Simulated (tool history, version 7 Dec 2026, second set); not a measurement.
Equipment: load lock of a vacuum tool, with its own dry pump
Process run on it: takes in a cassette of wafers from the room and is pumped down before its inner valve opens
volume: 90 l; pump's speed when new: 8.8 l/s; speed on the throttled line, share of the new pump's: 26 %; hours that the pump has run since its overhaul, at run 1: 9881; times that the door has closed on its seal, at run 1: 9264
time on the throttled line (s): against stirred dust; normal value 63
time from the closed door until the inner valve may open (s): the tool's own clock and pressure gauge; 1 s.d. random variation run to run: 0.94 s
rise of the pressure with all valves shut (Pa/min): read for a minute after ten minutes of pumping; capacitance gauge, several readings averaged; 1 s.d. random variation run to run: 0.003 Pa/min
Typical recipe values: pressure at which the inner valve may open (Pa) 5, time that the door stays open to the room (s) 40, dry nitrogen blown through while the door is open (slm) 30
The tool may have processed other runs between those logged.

| run | hour | time on the throttled line (s) | pressure at which the inner valve may open (Pa) | time that the door stays open to the room (s) | dry nitrogen blown through while the door is open (slm) | hours that the pump has run since its overhaul | times that the door has closed on its seal | incoming humidity of the room's air, % | time from the closed door until the inner valve may open (s) | rise of the pressure with all valves shut (Pa/min) |
|---|---|---|---|---|---|---|---|---|---|---|
| 1 | 0.0 | 63 | 5 | 40 | 30 | 9881 | 9264 | 44.7 | 149.3 | 0.027 |
| 2 | 204.9 | 63 | 5 | 40 | 30 | 10086 | 9919 | 48.1 | 148.7 | 0.020 |
| 3 | 460.1 | 63 | 5 | 40 | 30 | 10341 | 10735 | 40.6 | 150.2 | 0.019 |
| 4 | 779.4 | 63 | 5 | 40 | 30 | 10661 | 11755 | 41.9 | 149.5 | 0.016 |
| 5 | 1004.7 | 90 | 5 | 40 | 30 | 10886 | 12475 | 46.7 | 169.2 | 0.029 |
| 6 | 1238.1 | 90 | 5 | 40 | 30 | 11119 | 13221 | 46.8 | 171.1 | 0.022 |
| 7 | 1463.8 | 90 | 5 | 40 | 30 | 11345 | 13943 | 43.2 | 166.9 | 0.019 |
| 8 | 1742.7 | 90 | 5 | 40 | 30 | 11624 | 14834 | 41.3 | 169.3 | 0.022 |
| 9 | 1945.5 | 63 | 5 | 40 | 30 | 11827 | 15482 | 46.5 | 149.3 | 0.019 |
| 10 | 2259.2 | 107 | 5 | 40 | 30 | 12140 | 16485 | 44.8 | 181.0 | 0.028 |
| 11 | 2477.2 | 107 | 5 | 40 | 30 | 12358 | 17182 | 47.8 | 178.7 | 0.030 |
| 12 | 2716.1 | 63 | 5 | 40 | 30 | 12597 | 17946 | 47.9 | 149.1 | 0.023 |
| 13 | 2921.1 | 63 | 5 | 40 | 30 | 12802 | 18601 | 45.2 | 147.8 | 0.019 |
| 14 | 3192.8 | 63 | 5 | 40 | 30 | 13074 | 19469 | 42.4 | 147.3 | 0.016 |
| 15 | 3450.3 | 63 | 5 | 40 | 30 | 13331 | 20292 | 44.8 | 147.5 | 0.018 |
| 16 | 3753.8 | 63 | 5 | 40 | 30 | 13635 | 21262 | 42.4 | 148.2 | 0.020 |
| 17 | 3944.1 | 63 | 5 | 40 | 43 | 13825 | 21871 | 44.4 | 149.0 | 0.017 |
| 18 | 4193.7 | 63 | 5 | 40 | 43 | 14075 | 22668 | 40.2 | 148.2 | 0.022 |
| 19 | 4508.6 | 49 | 9 | 40 | 11 | 14390 | 23675 | 45.5 | 133.0 | 0.038 |
| 20 | 4704.8 | 63 | 9 | 40 | 30 | 14586 | 24302 | 44.0 | 141.8 | 0.023 |
| 21 | 4897.0 | 88 | 6 | 133 | 11 | 14778 | 24916 | 42.7 | 166.4 | 0.051 |
| 22 | 5132.8 | 88 | 6 | 133 | 11 | 15014 | 25670 | 44.0 | 165.4 | 0.051 |
| 23 | 5317.8 | 88 | 6 | 133 | 11 | 15199 | 26261 | 44.5 | 165.9 | 0.049 |
| 24 | 5553.2 | 88 | 6 | 133 | 11 | 15434 | 27014 | 43.5 | 163.8 | 0.053 |
| 25 | 5803.4 | 37 | 6 | 133 | 6 | 15684 | 27813 | 43.6 | 127.7 | 0.059 |
| 26 | 6033.1 | 60 | 5 | 165 | 24 | 15914 | 28548 | 42.3 | 146.8 | 0.041 |
| 27 | 6226.1 | 32 | 8 | 143 | 23 | 16107 | 29164 | 44.6 | 120.0 | 0.043 |
| 28 | 6421.3 | 32 | 7 | 202 | 10 | 16302 | 29788 | 42.3 | 121.7 | 0.065 |
| 29 | 6557.4 | 63 | 5 | 80 | 4 | 16439 | 30224 | 44.5 | 147.1 | 0.051 |
| 30 | 6708.4 | 63 | 5 | 80 | 4 | 16590 | 30706 | 47.6 | 147.9 | 0.054 |
| 31 | 7023.8 | 63 | 5 | 80 | 4 | 16905 | 31714 | 46.5 | 148.9 | 0.053 |
| 32 | 7300.6 | 84 | 5 | 122 | 30 | 17182 | 32599 | 47.9 | 161.4 | 0.041 |
| 33 | 7466.1 | 84 | 5 | 122 | 30 | 17347 | 33128 | 43.5 | 165.4 | 0.040 |
| 34 | 7634.3 | 84 | 5 | 122 | 30 | 17515 | 33665 | 44.0 | 164.3 | 0.036 |
| 35 | 7824.8 | 84 | 5 | 122 | 30 | 17706 | 34274 | 45.0 | 162.9 | 0.039 |
| 36 | 7957.6 | 84 | 5 | 53 | 16 | 17839 | 34699 | 47.0 | 163.1 | 0.032 |

Consider 3 possible next runs. They are alternatives, not a sequence: every one starts from the tool as it was left by run 36. What does each give?
| A | 8132.4 | 42 | 5 | 40 | 30 | 18013 | 35257 | 46.8 | ? | ? |
| B | 8132.4 | 123 | 5 | 30 | 5 | 18013 | 35257 | 44.5 | ? | ? |
| C | 8132.4 | 84 | 5 | 118 | 16 | 18013 | 35257 | 46.3 | ? | ? |

| run | time from the closed door until the inner valve may open (s) | rise of the pressure with all valves shut (Pa/min) |
|---|---|---|
| A | 132.7 | 0.028 |
| B | 194.4 | 0.035 |
| C | 165.9 | 0.049 |
With the hidden condition removed and each run's random variation left untouched, the same runs would have given:
| run | time from the closed door until the inner valve may open (s) | rise of the pressure with all valves shut (Pa/min) |
|---|---|---|
| A | 132.7 | 0.026 |
| B | 194.3 | 0.033 |
| C | 165.8 | 0.048 |
